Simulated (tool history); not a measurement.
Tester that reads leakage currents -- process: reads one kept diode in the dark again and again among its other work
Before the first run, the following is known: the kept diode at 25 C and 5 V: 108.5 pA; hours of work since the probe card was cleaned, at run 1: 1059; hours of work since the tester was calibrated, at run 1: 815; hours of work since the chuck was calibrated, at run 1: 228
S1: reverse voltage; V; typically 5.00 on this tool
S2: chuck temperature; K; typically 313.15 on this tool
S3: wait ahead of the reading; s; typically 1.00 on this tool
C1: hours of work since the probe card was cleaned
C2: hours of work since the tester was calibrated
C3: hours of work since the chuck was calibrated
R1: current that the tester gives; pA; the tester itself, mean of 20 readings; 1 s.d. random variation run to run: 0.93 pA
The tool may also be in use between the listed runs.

run	hour	S1	S2	S3	C1	C2	C3	R1
1	0.0	5.00	313.15	1.00	1059	815	228	315.07
2	19.9	5.00	313.15	1.00	1074	830	243	315.96
3	34.7	5.00	313.15	1.00	1085	841	254	316.52
4	51.3	5.00	313.15	9.77	1097	853	266	313.99
5	67.6	5.00	313.15	1.98	1109	865	278	314.22
6	90.2	5.00	313.15	6.75	1126	882	295	315.29
7	125.1	5.00	313.15	6.75	1152	908	321	315.04
8	146.8	4.89	313.15	1.00	1168	924	337	314.33
9	163.1	4.89	313.15	1.00	1180	936	349	314.63
10	187.8	4.89	313.15	1.00	1198	954	367	315.12
11	220.5	10.24	313.15	1.00	1222	979	392	399.19
12	252.0	10.24	313.15	1.00	1246	1002	415	396.65
13	273.3	10.24	313.15	1.00	1262	1018	431	399.32
14	293.6	5.00	315.15	1.00	1277	1033	446	361.18
15	313.7	5.00	315.15	1.00	1292	1048	461	363.67
16	337.6	5.00	315.15	1.00	1309	1065	479	362.25
17	356.1	5.00	300.15	1.00	1323	1079	492	132.16
18	380.1	5.58	301.15	5.31	1341	1097	510	146.66
# hour 386.0: probe card cleaned and baked
19	412.5	1.72	296.15	0.97	20	1119	532	71.79
20	437.3	5.00	293.15	1.00	38	1137	550	84.48
# hour 442.2: probe card cleaned and baked, once more
21	468.2	5.00	293.15	1.00	19	1158	571	76.92
22	491.9	5.00	293.15	1.00	37	1175	589	77.40
23	515.0	5.37	311.15	1.00	54	1193	606	281.93
24	547.2	5.00	313.15	0.82	78	1217	630	315.66
25	563.6	5.00	303.15	0.82	90	1229	642	159.81
26	594.1	1.21	308.15	0.82	113	1251	664	146.37
27	625.3	1.21	303.15	0.42	136	1275	688	103.93
28	647.2	2.56	313.15	1.00	152	1291	704	257.83
29	661.5	1.60	310.15	4.84	163	1301	714	181.98
30	681.8	1.60	310.15	4.84	178	1316	730	183.32
31	706.5	1.60	310.15	4.84	196	1335	748	182.95
32	740.5	2.72	320.15	1.59	221	1360	773	411.47

Consider 3 possible next runs. They are alternatives, not a sequence: every one starts from the tool as it was left by run 32. What does each give?
A	756.4	15.61	313.15	1.00	233	1372	785	?
B	756.4	5.00	296.15	1.47	233	1372	785	?
C	756.4	2.72	299.15	1.59	233	1372	785	?

run	R1
A	454.29
B	98.39
C	100.41
Without the tool's unlogged condition, the same runs would have read:
run	R1
A	440.19
B	94.73
C	97.10
